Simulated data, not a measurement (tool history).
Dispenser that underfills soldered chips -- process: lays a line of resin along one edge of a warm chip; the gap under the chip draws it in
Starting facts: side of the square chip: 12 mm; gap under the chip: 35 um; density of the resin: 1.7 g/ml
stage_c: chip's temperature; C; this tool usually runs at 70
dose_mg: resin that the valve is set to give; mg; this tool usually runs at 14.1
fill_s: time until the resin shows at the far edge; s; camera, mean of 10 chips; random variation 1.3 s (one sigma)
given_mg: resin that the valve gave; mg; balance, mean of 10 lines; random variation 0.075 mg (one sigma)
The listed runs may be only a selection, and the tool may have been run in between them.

| run | hour | stage_c | dose_mg | fill_s | given_mg |
|---|---|---|---|---|---|
| 1 | 0 | 70 | 14.1 | 153.2 | 13.53 |
| 2 | 4 | 70 | 14.1 | 175.4 | 13.64 |
|  | 5.4 | new syringe of resin |
| 3 | 8.9 | 70 | 14.1 | 151.2 | 13.4 |
|  | 13 | dispensing valve cleaned and set on the balance |
|  | 15.3 | new syringe of resin |
| 4 | 15.3 | 70 | 17.3 | 126.5 | 17.31 |
| 5 | 20.2 | 70 | 17.3 | 162.2 | 17.27 |
|  | 24 | new syringe of resin |
| 6 | 24.8 | 59 | 17.3 | 188.1 | 17.22 |
| 7 | 31.1 | 64 | 14.1 | 210.1 | 13.96 |
|  | 32.9 | new syringe of resin |
| 8 | 36.3 | 64 | 14.1 | 182.9 | 13.96 |
| 9 | 40.7 | 73 | 14.1 | 158 | 14 |
|  | 41.5 | new syringe of resin |
| 10 | 46.3 | 65 | 14.1 | 181.7 | 14 |
|  | 50.2 | new syringe of resin |
| 11 | 52.6 | 63 | 14.1 | 176.2 | 14 |
|  | 59.1 | new syringe of resin |
| 12 | 60.9 | 63 | 14.1 | 168 | 13.84 |
|  | 67.9 | new syringe of resin |
| 13 | 67.9 | 63 | 13.5 | 158.3 | 13.45 |
| 14 | 74.7 | 70 | 14 | 166.2 | 13.71 |
|  | 76.6 | new syringe of resin |
| 15 | 79.1 | 58 | 12.2 | 211.2 | 11.98 |
| 16 | 84.2 | 70 | 14 | 172 | 13.84 |
|  | 85.8 | new syringe of resin |
| 17 | 91.9 | 71 | 12.9 | 161.1 | 12.79 |
|  | 94.3 | new syringe of resin |
| 18 | 99.9 | 72 | 12.9 | 155.8 | 12.73 |
|  | 103.5 | new syringe of resin |
| 19 | 106.8 | 72 | 12.9 | 141 | 12.72 |
|  | 112.1 | new syringe of resin |
| 20 | 113.9 | 66 | 12.9 | 158.1 | 12.59 |
|  | 121 | new syringe of resin |
| 21 | 122.4 | 66 | 12.9 | 155.9 | 12.49 |
|  | 129.8 | new syringe of resin |
| 22 | 129.8 | 66 | 12.9 | 144 | 12.61 |
| 23 | 137.3 | 81 | 17.3 | 120.8 | 16.95 |
|  | 139.1 | new syringe of resin |
| 24 | 141.2 | 61 | 18.2 | 183.7 | 17.73 |
| 25 | 144.9 | 61 | 18.2 | 214.1 | 17.67 |
|  | 147.6 | new syringe of resin |
| 26 | 151.8 | 61 | 18.2 | 196 | 17.55 |

Each row is a separate what-if for the run after 26, all from the same tool condition, not one after another. Results?
|  | 156.2 | new syringe of resin |
| A | 159.2 | 79 | 13.2 | ? | ? |
|  | 156.2 | new syringe of resin |
| B | 159.2 | 66 | 12.6 | ? | ? |
|  | 156.2 | new syringe of resin |
| C | 159.2 | 56 | 13.8 | ? | ? |
|  | 156.2 | new syringe of resin |
| D | 159.2 | 67 | 14.1 | ? | ? |
|  | 156.2 | new syringe of resin |
| E | 159.2 | 59 | 18.2 | ? | ? |

| run | fill_s | given_mg |
|---|---|---|
| A | 107.5 | 12.68 |
| B | 165.9 | 12.24 |
| C | 227.9 | 13.32 |
| D | 156.3 | 13.68 |
| E | 200.1 | 17.57 |
With the hidden condition removed and each run's random variation left untouched, the same runs would have given:
| run | fill_s | given_mg |
|---|---|---|
| A | 97.1 | 13.1 |
| B | 150 | 12.64 |
| C | 206.9 | 13.77 |
| D | 141.6 | 14.13 |
| E | 182.2 | 18.16 |
